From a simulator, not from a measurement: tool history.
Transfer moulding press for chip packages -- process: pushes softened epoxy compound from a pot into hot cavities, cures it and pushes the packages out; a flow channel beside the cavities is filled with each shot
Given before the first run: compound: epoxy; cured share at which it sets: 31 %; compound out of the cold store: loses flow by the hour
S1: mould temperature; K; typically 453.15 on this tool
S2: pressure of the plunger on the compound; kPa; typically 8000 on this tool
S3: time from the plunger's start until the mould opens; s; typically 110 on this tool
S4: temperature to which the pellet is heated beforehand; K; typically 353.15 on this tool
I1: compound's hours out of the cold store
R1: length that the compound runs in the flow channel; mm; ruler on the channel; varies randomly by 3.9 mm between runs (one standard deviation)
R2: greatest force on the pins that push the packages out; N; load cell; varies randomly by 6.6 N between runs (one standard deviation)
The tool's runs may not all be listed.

run,day,S1,S2,S3,S4,I1,R1,R2
1,0,453.15,8000,110,353.15,12.4,664,306
2,1.117,453.15,8000,110,353.15,47.3,597,340
# day 1.438: cavities cleaned with cleaning compound and waxed
3,2.683,453.15,9710,110,353.15,12,736,441
# day 3.508: cavities cleaned with cleaning compound and waxed
4,3.633,453.15,9710,110,353.15,47.6,642,261
5,5.325,448.15,8000,110,353.15,27.5,635,456
# day 5.558: cavities cleaned with cleaning compound and waxed
6,6.75,448.15,8000,110,353.15,37.5,619,420
7,7.525,448.15,7450,110,353.15,26.5,613,474
# day 7.683: cavities cleaned with cleaning compound and waxed
# day 8.096: cavities cleaned with cleaning compound and waxed, once more
8,8.454,448.15,7450,110,353.15,16.2,637,399
9,9.671,448.15,7450,110,353.15,27,616,455
# day 10.133: cavities cleaned with cleaning compound and waxed
10,10.688,448.15,7450,110,353.15,38.3,584,375
# day 12.175: cavities cleaned with cleaning compound and waxed
11,12.175,448.15,7450,110,353.15,23.5,617,355
12,13.504,448.15,7450,110,353.15,30,600,439
# day 14.283: cavities cleaned with cleaning compound and waxed
# day 14.904: plunger's sealing rings changed
13,15.554,448.15,7450,110,353.15,43.2,610,442
# day 16.533: cavities cleaned with cleaning compound and waxed
14,16.683,448.15,7450,110,353.15,20.5,646,376
15,18.025,460.15,8000,99,353.15,12.8,647,310
# day 18.638: cavities cleaned with cleaning compound and waxed
16,19.25,449.15,8000,110,359.15,36.4,625,361
17,20.162,458.15,8000,105,359.15,15.1,647,313
# day 20.733: cavities cleaned with cleaning compound and waxed
18,21.833,451.15,8750,105,348.15,30.7,658,385
# day 22.771: cavities cleaned with cleaning compound and waxed
19,22.858,451.15,8750,139,357.15,36.7,651,236
20,24.458,451.15,8750,139,357.15,17.4,688,306
# day 24.867: cavities cleaned with cleaning compound and waxed
21,25.675,451.15,8750,139,357.15,44.7,624,274
# day 26.983: cavities cleaned with cleaning compound and waxed
22,26.983,451.15,8750,139,357.15,19.4,680,225
23,28.808,451.15,8750,139,357.15,34.7,630,315
# day 29.117: cavities cleaned with cleaning compound and waxed
24,29.662,446.15,7080,148,345.15,28.7,600,306
25,30.992,453.15,6320,110,356.15,41.8,521,346
# day 31.179: cavities cleaned with cleaning compound and waxed
26,32.221,453.15,6320,110,356.15,40.1,520,316
# day 33.275: cavities cleaned with cleaning compound and waxed
27,33.275,456.15,7630,109,359.15,34.9,569,237

Hidden state or all else? Some run-to-run changes of R1, split into what the settings, what came in and random variation would give without the hidden state, and what is left for the hidden state (with any gauge scatter that isn't in both results):
The tool's hidden condition here consists of: true mould temperature over the reading, C; pressure that reaches the compound, % of what is set; grip of the stained cavities, % over clean ones'; drift of the gauge itself on flow_mm, %; drift of the gauge itself on push_out_n, %.
Run 2 -> 3: S2 8000 -> 9710, cavities cleaned with cleaning compound and waxed. R1 +139 mm: hidden state -7, all else +146.
Run 3 -> 4: cavities cleaned with cleaning compound and waxed. R1 -94 mm: hidden state +0, all else -94.
Run 12 -> 13: cavities cleaned with cleaning compound and waxed, plunger's sealing rings changed. R1 +10 mm: hidden state +36, all else -26.
